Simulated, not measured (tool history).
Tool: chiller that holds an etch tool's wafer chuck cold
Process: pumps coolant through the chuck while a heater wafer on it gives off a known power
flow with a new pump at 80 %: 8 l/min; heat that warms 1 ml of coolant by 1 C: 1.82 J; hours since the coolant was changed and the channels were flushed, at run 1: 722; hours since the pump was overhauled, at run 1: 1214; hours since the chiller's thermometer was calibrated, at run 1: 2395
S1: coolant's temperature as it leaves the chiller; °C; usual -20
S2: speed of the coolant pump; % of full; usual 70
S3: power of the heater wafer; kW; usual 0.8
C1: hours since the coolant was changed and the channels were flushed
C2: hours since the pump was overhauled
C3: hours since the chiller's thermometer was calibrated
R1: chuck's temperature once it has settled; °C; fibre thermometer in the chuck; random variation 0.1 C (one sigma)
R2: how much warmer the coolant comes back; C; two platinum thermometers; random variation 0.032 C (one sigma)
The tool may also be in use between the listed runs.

Run 1, hour 0: usual settings; C1 722; C2 1214; C3 2395. Result: R1 -11.3 °C, R2 3.92 C.
Run 2, hour 26.7: usual settings; C1 748; C2 1241; C3 2421. Result: R1 -11.3 °C, R2 3.98 C.
Run 3, hour 42.6: usual settings; C1 764; C2 1257; C3 2437. Result: R1 -11.3 °C, R2 3.93 C.
Run 4, hour 63.4: usual settings but S3 0.414 kW; C1 785; C2 1278; C3 2458. Result: R1 -15.6 °C, R2 2.03 C.
Run 5, hour 85.9: usual settings but S3 0.414 kW; C1 807; C2 1300; C3 2480. Result: R1 -15.9 °C, R2 2.11 C.
Run 6, hour 111.4: usual settings but S3 0.414 kW; C1 833; C2 1326; C3 2506. Result: R1 -15.7 °C, R2 1.99 C.
Run 7, hour 134.5: usual settings; C1 856; C2 1349; C3 2529. Result: R1 -11.4 °C, R2 3.94 C.
Run 8, hour 159: usual settings; C1 881; C2 1373; C3 2554. Result: R1 -11.2 °C, R2 3.93 C.
Run 9, hour 179.7: usual settings; C1 901; C2 1394; C3 2574. Result: R1 -11.3 °C, R2 3.96 C.
Run 10, hour 200.1: usual settings; C1 922; C2 1415; C3 2595. Result: R1 -11.3 °C, R2 4 C.
Run 11, hour 215.5: usual settings; C1 937; C2 1430; C3 2610. Result: R1 -11.4 °C, R2 3.97 C.
Run 12, hour 242.9: usual settings; C1 964; C2 1457; C3 2637. Result: R1 -11.3 °C, R2 4 C.
Run 13, hour 272.8: usual settings but S1 -11 °C; C1 994; C2 1487; C3 2667. Result: R1 -2.4 °C, R2 3.95 C.
Run 14, hour 297.4: usual settings; C1 1019; C2 1512; C3 2692. Result: R1 -11.5 °C, R2 3.96 C.
Run 15, hour 312.3: usual settings but S2 66 % of full, S3 0.475 kW; C1 1034; C2 1527; C3 2707. Result: R1 -14.9 °C, R2 2.53 C.
Run 16, hour 344.1: usual settings but S1 -19 °C, S2 75 % of full, S3 0.495 kW; C1 1066; C2 1559; C3 2739. Result: R1 -14.3 °C, R2 2.3 C.
Run 17, hour 357.7: usual settings but S1 -21 °C, S2 87 % of full, S3 0.737 kW; C1 1079; C2 1572; C3 2752. Result: R1 -14.4 °C, R2 2.88 C.
Run 18, hour 385.3: usual settings but S1 -29 °C, S2 96 % of full, S3 0.513 kW; C1 1107; C2 1600; C3 2780. Result: R1 -25.2 °C, R2 1.82 C.
Run 19, hour 413.5: usual settings but S1 -21 °C, S2 83 % of full, S3 0.848 kW; C1 1135; C2 1628; C3 2808. Result: R1 -13.2 °C, R2 3.49 C.
Run 20, hour 434.9: usual settings but S1 -21 °C, S3 0.523 kW; C1 1156; C2 1649; C3 2829. Result: R1 -15.6 °C, R2 2.62 C.
Run 21, hour 465: usual settings but S1 -16 °C; C1 1187; C2 1679; C3 2860. Result: R1 -7.3 °C, R2 4.01 C.
Run 22, hour 482.1: usual settings but S1 -16 °C; C1 1204; C2 1697; C3 2877. Result: R1 -7.3 °C, R2 3.93 C.
Run 23, hour 501.6: usual settings but S2 64 % of full, S3 1.194 kW; C1 1223; C2 1716; C3 2896. Result: R1 -5.4 °C, R2 6.57 C.
Run 24, hour 531.1: usual settings but S2 64 % of full, S3 1.194 kW; C1 1253; C2 1746; C3 2926. Result: R1 -5.4 °C, R2 6.53 C.
Run 25, hour 547.9: usual settings but S1 -13 °C, S2 64 % of full; C1 1269; C2 1762; C3 2942. Result: R1 -3.4 °C, R2 4.38 C.
Run 26, hour 572.8: usual settings but S1 -13 °C, S2 64 % of full; C1 1294; C2 1787; C3 2967. Result: R1 -3.4 °C, R2 4.37 C.
Run 27, hour 600.7: usual settings but S1 -12 °C, S2 77 % of full, S3 1.119 kW; C1 1322; C2 1815; C3 2995. Result: R1 -0.6 °C, R2 5.06 C.

4 ways to go on from here, each from the tool as it stands after run 27. What would each give?
Run A, hour 615.1: usual settings but S1 -11 °C, S2 77 % of full, S3 1.119 kW; C1 1337; C2 1829; C3 3010. Result: R1 ?, R2 ?.
Run B, hour 615.1: usual settings but S1 -14 °C, S2 80 % of full, S3 0.747 kW; C1 1337; C2 1829; C3 3010. Result: R1 ?, R2 ?.
Run C, hour 615.1: usual settings but S1 -12 °C, S2 77 % of full, S3 0.98 kW; C1 1337; C2 1829; C3 3010. Result: R1 ?, R2 ?.
Run D, hour 615.1: usual settings but S1 -11 °C, S2 62 % of full, S3 1.119 kW; C1 1337; C2 1829; C3 3010. Result: R1 ?, R2 ?.

run    R1    R2
  A   0.4  5.08
  B  -6.8  3.24
  C    -2  4.47
  D   3.2  6.43
Without the tool's hidden state the same runs would have given:
run    R1    R2
  A   0.3  4.83
  B  -6.6  3.08
  C    -2  4.25
  D   2.9  6.12

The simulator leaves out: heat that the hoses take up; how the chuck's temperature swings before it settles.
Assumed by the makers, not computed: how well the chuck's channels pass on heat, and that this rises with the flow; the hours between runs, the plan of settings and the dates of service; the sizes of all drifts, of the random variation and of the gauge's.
